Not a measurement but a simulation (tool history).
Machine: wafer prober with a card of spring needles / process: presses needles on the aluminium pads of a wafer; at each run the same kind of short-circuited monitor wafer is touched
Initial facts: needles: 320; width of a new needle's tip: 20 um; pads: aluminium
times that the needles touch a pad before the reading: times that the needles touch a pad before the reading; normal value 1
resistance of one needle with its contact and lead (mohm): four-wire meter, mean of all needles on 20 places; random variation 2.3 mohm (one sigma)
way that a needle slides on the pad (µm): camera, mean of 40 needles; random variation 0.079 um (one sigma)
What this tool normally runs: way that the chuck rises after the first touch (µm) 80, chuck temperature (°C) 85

run	day	way that the chuck rises after the first touch (µm)	chuck temperature (°C)	times that the needles touch a pad before the reading	resistance of one needle with its contact and lead (mohm)	way that a needle slides on the pad (µm)
1	0	80	85	1	278	20.46
2	0.308	80	85	1	288	20.49
3	0.612	80	85	1	309	20.31
4	1.021	80	85	1	281	20.32
5	1.433	80	85	1	319	19.84
6	1.738	80	85	1	332	19.71
7	1.912	80	85	1	316	19.7
8	2.162	80	85	1	312	19.73
9	2.425	80	85	1	308	19.66
10	2.625	80	85	1	285	19.53
11	2.838	79	85	1	329	21.26
12	3.079	79	85	1	324	21.32
13	3.296	79	85	1	307	21.33
14	3.65	86	85	1	258	23.07
15	4.042	65	85	1	337	17.34
16	4.396	65	43	1	361	17.4
17	4.733	87	43	1	261	23.39
18	4.921	96	85	1	303	25.54
19	5.1	70	110	3	288	18.45
20	5.492	79	85	1	266	21.04
21	5.804	61	50	1	308	15.99
22	6.129	81	25	1	294	21.38
23	6.342	61	36	2	297	15.96
24	6.654	80	31	1	298	21.14
25	6.933	86	31	1	298	22.81
26	7.25	86	31	1	306	22.72
27	7.588	71	85	1	293	18.68
28	7.762	71	74	2	315	18.53
29	8.138	90	85	1	293	23.67
30	8.533	90	103	1	316	23.65
31	8.854	90	103	1	278	23.57

Withheld: 36 entries from between the runs. Position of each, and hidden state at the listed run before versus the listed run after:
From run 1 to run 2: tips cleaned on abrasive film (day 0.212)
  debris on the tips, nm: 34.7 -> 59; way that the needles fall short of the set height, um: 3.75 -> 3.85; tips' diameter, um: 21.31 -> 21.35
  the result without the hidden state subtracted from the measured one, resistance of one needle with its contact and lead (mohm): +24 -> +39; way that a needle slides on the pad (µm): -1.01 -> -1.04
From run 2 to run 3: tips cleaned on abrasive film (day 0.475)
  debris on the tips, nm: 59 -> 84.1; way that the needles fall short of the set height, um: 3.85 -> 3.96; tips' diameter, um: 21.35 -> 21.39
  the result without the hidden state subtracted from the measured one, resistance of one needle with its contact and lead (mohm): +39 -> +56; way that a needle slides on the pad (µm): -1.04 -> -1.07
From run 3 to run 4: tips cleaned on abrasive film (day 0.729); tips cleaned on abrasive film (day 0.983)
  debris on the tips, nm: 84.1 -> 31.6; way that the needles fall short of the set height, um: 3.96 -> 4.18; tips' diameter, um: 21.39 -> 21.46
  the result without the hidden state subtracted from the measured one, resistance of one needle with its contact and lead (mohm): +56 -> +23; way that a needle slides on the pad (µm): -1.07 -> -1.13
From run 4 to run 5: height of the first contact set anew (day 1.062); tips cleaned on abrasive film (day 1.254)
  debris on the tips, nm: 31.6 -> 91.6; way that the needles fall short of the set height, um: 4.18 -> 6.47; tips' diameter, um: 21.46 -> 21.51
  the result without the hidden state subtracted from the measured one, resistance of one needle with its contact and lead (mohm): +23 -> +66; way that a needle slides on the pad (µm): -1.13 -> -1.74
From run 5 to run 6: tips cleaned on abrasive film (day 1.5)
  debris on the tips, nm: 91.6 -> 114; way that the needles fall short of the set height, um: 6.47 -> 6.6; tips' diameter, um: 21.51 -> 21.55
  the result without the hidden state subtracted from the measured one, resistance of one needle with its contact and lead (mohm): +66 -> +81; way that a needle slides on the pad (µm): -1.74 -> -1.78
From run 6 to run 7: tips cleaned on abrasive film (day 1.779)
  debris on the tips, nm: 114 -> 80.9; way that the needles fall short of the set height, um: 6.6 -> 6.73; tips' diameter, um: 21.55 -> 21.6
  the result without the hidden state subtracted from the measured one, resistance of one needle with its contact and lead (mohm): +81 -> +60; way that a needle slides on the pad (µm): -1.78 -> -1.81
From run 7 to run 8: tips cleaned on abrasive film (day 2.046)
  debris on the tips, nm: 80.9 -> 75.5; way that the needles fall short of the set height, um: 6.73 -> 6.83; tips' diameter, um: 21.6 -> 21.63
  the result without the hidden state subtracted from the measured one, resistance of one needle with its contact and lead (mohm): +60 -> +57; way that a needle slides on the pad (µm): -1.81 -> -1.84
From run 8 to run 9: tips cleaned on abrasive film (day 2.308)
  debris on the tips, nm: 75.5 -> 70.3; way that the needles fall short of the set height, um: 6.83 -> 6.95; tips' diameter, um: 21.63 -> 21.68
  the result without the hidden state subtracted from the measured one, resistance of one needle with its contact and lead (mohm): +57 -> +53; way that a needle slides on the pad (µm): -1.84 -> -1.87
From run 9 to run 10: tips cleaned on abrasive film (day 2.588)
  debris on the tips, nm: 70.3 -> 34.7; way that the needles fall short of the set height, um: 6.95 -> 7.05; tips' diameter, um: 21.68 -> 21.71
  the result without the hidden state subtracted from the measured one, resistance of one needle with its contact and lead (mohm): +53 -> +28; way that a needle slides on the pad (µm): -1.87 -> -1.89
From run 10 to run 11: height of the first contact set anew, once more (day 2.738)
  debris on the tips, nm: 34.7 -> 111.7; way that the needles fall short of the set height, um: 7.05 -> 0
  the result without the hidden state subtracted from the measured one, resistance of one needle with its contact and lead (mohm): +28 -> +71; way that a needle slides on the pad (µm): -1.89 -> +0
From run 11 to run 12: tips cleaned on abrasive film (day 2.871)
  debris on the tips, nm: 111.7 -> 110.3; way that the needles fall short of the set height, um: 0 -> 0.13; tips' diameter, um: 21.71 -> 21.76
  the result without the hidden state subtracted from the measured one, resistance of one needle with its contact and lead (mohm): +71 -> +70; way that a needle slides on the pad (µm): +0 -> -0.04
From run 12 to run 13: tips cleaned on abrasive film (day 3.142)
  debris on the tips, nm: 110.3 -> 82.1; way that the needles fall short of the set height, um: 0.13 -> 0.21; tips' diameter, um: 21.76 -> 21.78
  the result without the hidden state subtracted from the measured one, resistance of one needle with its contact and lead (mohm): +70 -> +53; way that a needle slides on the pad (µm): -0.04 -> -0.05
From run 13 to run 14: tips cleaned on abrasive film (day 3.388); tips cleaned on abrasive film (day 3.642)
  debris on the tips, nm: 82.1 -> 11.1; way that the needles fall short of the set height, um: 0.21 -> 0.43; tips' diameter, um: 21.78 -> 21.86
  the result without the hidden state subtracted from the measured one, resistance of one needle with its contact and lead (mohm): +53 -> +8; way that a needle slides on the pad (µm): -0.05 -> -0.12
From run 14 to run 15: tips cleaned on abrasive film (day 3.908)
  debris on the tips, nm: 11.1 -> 85.5; way that the needles fall short of the set height, um: 0.43 -> 0.5; tips' diameter, um: 21.86 -> 21.89
  the result without the hidden state subtracted from the measured one, resistance of one needle with its contact and lead (mohm): +8 -> +79; way that a needle slides on the pad (µm): -0.12 -> -0.14
From run 15 to run 16: tips cleaned on abrasive film (day 4.167)
  debris on the tips, nm: 85.5 -> 108.5; way that the needles fall short of the set height, um: 0.5 -> 0.59; tips' diameter, um: 21.89 -> 21.92
  the result without the hidden state subtracted from the measured one, resistance of one needle with its contact and lead (mohm): +79 -> +109; way that a needle slides on the pad (µm): -0.14 -> -0.15
From run 16 to run 17: tips cleaned on abrasive film (day 4.421); tips cleaned on abrasive film (day 4.688)
  debris on the tips, nm: 108.5 -> 40.2; way that the needles fall short of the set height, um: 0.59 -> 0.85; tips' diameter, um: 21.92 -> 22.01
  the result without the hidden state subtracted from the measured one, resistance of one needle with its contact and lead (mohm): +109 -> +24; way that a needle slides on the pad (µm): -0.15 -> -0.22
From run 18 to run 19: tips cleaned on abrasive film (day 4.946)
  debris on the tips, nm: 111.9 -> 87.9; way that the needles fall short of the set height, um: 0.85 -> 0.94; tips' diameter, um: 22.01 -> 22.04
  the result without the hidden state subtracted from the measured one, resistance of one needle with its contact and lead (mohm): +52 -> +27; way that a needle slides on the pad (µm): -0.22 -> -0.25
From run 19 to run 20: tips cleaned on abrasive film (day 5.212); tips cleaned on abrasive film (day 5.483)
  debris on the tips, nm: 87.9 -> 16.3; way that the needles fall short of the set height, um: 0.94 -> 1.12; tips' diameter, um: 22.04 -> 22.1
  the result without the hidden state subtracted from the measured one, resistance of one needle with its contact and lead (mohm): +27 -> +13; way that a needle slides on the pad (µm): -0.25 -> -0.3
From run 20 to run 21: tips cleaned on abrasive film (day 5.742)
  debris on the tips, nm: 16.3 -> 50.8; way that the needles fall short of the set height, um: 1.12 -> 1.24; tips' diameter, um: 22.1 -> 22.15
  the result without the hidden state subtracted from the measured one, resistance of one needle with its contact and lead (mohm): +13 -> +60; way that a needle slides on the pad (µm): -0.3 -> -0.33
From run 21 to run 22: tips cleaned on abrasive film (day 5.992)
  debris on the tips, nm: 50.8 -> 81.3; way that the needles fall short of the set height, um: 1.24 -> 1.36; tips' diameter, um: 22.15 -> 22.19
  the result without the hidden state subtracted from the measured one, resistance of one needle with its contact and lead (mohm): +60 -> +58; way that a needle slides on the pad (µm): -0.33 -> -0.36
From run 22 to run 23: tips cleaned on abrasive film (day 6.242)
  debris on the tips, nm: 81.3 -> 70.3; way that the needles fall short of the set height, um: 1.36 -> 1.43; tips' diameter, um: 22.19 -> 22.21
  the result without the hidden state subtracted from the measured one, resistance of one needle with its contact and lead (mohm): +58 -> +52; way that a needle slides on the pad (µm): -0.36 -> -0.39
From run 23 to run 24: tips cleaned on abrasive film (day 6.512)
  debris on the tips, nm: 70.3 -> 80.8; way that the needles fall short of the set height, um: 1.43 -> 1.51; tips' diameter, um: 22.21 -> 22.24
  the result without the hidden state subtracted from the measured one, resistance of one needle with its contact and lead (mohm): +52 -> +58; way that a needle slides on the pad (µm): -0.39 -> -0.41
From run 24 to run 25: tips cleaned on abrasive film (day 6.758)
  debris on the tips, nm: 80.8 -> 92.6; way that the needles fall short of the set height, um: 1.51 -> 1.61; tips' diameter, um: 22.24 -> 22.27
  the result without the hidden state subtracted from the measured one, resistance of one needle with its contact and lead (mohm): +58 -> +59; way that a needle slides on the pad (µm): -0.41 -> -0.43
From run 25 to run 26: tips cleaned on abrasive film (day 7.038)
  debris on the tips, nm: 92.6 -> 108.4; way that the needles fall short of the set height, um: 1.61 -> 1.72; tips' diameter, um: 22.27 -> 22.31
  the result without the hidden state subtracted from the measured one, resistance of one needle with its contact and lead (mohm): +59 -> +69; way that a needle slides on the pad (µm): -0.43 -> -0.46
From run 26 to run 27: tips cleaned on abrasive film (day 7.279); tips cleaned on abrasive film (day 7.529)
  debris on the tips, nm: 108.4 -> 45.2; way that the needles fall short of the set height, um: 1.72 -> 1.95; tips' diameter, um: 22.31 -> 22.39
  the result without the hidden state subtracted from the measured one, resistance of one needle with its contact and lead (mohm): +69 -> +40; way that a needle slides on the pad (µm): -0.46 -> -0.53
From run 28 to run 29: tips cleaned on abrasive film (day 7.788); tips cleaned on abrasive film (day 8.033)
  debris on the tips, nm: 106.2 -> 76.3; way that the needles fall short of the set height, um: 1.95 -> 2.15; tips' diameter, um: 22.39 -> 22.46
  the result without the hidden state subtracted from the measured one, resistance of one needle with its contact and lead (mohm): +58 -> +43; way that a needle slides on the pad (µm): -0.52 -> -0.58
From run 29 to run 30: tips cleaned on abrasive film (day 8.304)
  debris on the tips, nm: 76.3 -> 112.3; way that the needles fall short of the set height, um: 2.15 -> 2.29; tips' diameter, um: 22.46 -> 22.51
  the result without the hidden state subtracted from the measured one, resistance of one needle with its contact and lead (mohm): +43 -> +61; way that a needle slides on the pad (µm): -0.58 -> -0.62
From run 30 to run 31: tips cleaned on abrasive film (day 8.571); tips cleaned on abrasive film (day 8.817)
  debris on the tips, nm: 112.3 -> 32.9; way that the needles fall short of the set height, um: 2.29 -> 2.48; tips' diameter, um: 22.51 -> 22.58
  the result without the hidden state subtracted from the measured one, resistance of one needle with its contact and lead (mohm): +61 -> +20; way that a needle slides on the pad (µm): -0.62 -> -0.67

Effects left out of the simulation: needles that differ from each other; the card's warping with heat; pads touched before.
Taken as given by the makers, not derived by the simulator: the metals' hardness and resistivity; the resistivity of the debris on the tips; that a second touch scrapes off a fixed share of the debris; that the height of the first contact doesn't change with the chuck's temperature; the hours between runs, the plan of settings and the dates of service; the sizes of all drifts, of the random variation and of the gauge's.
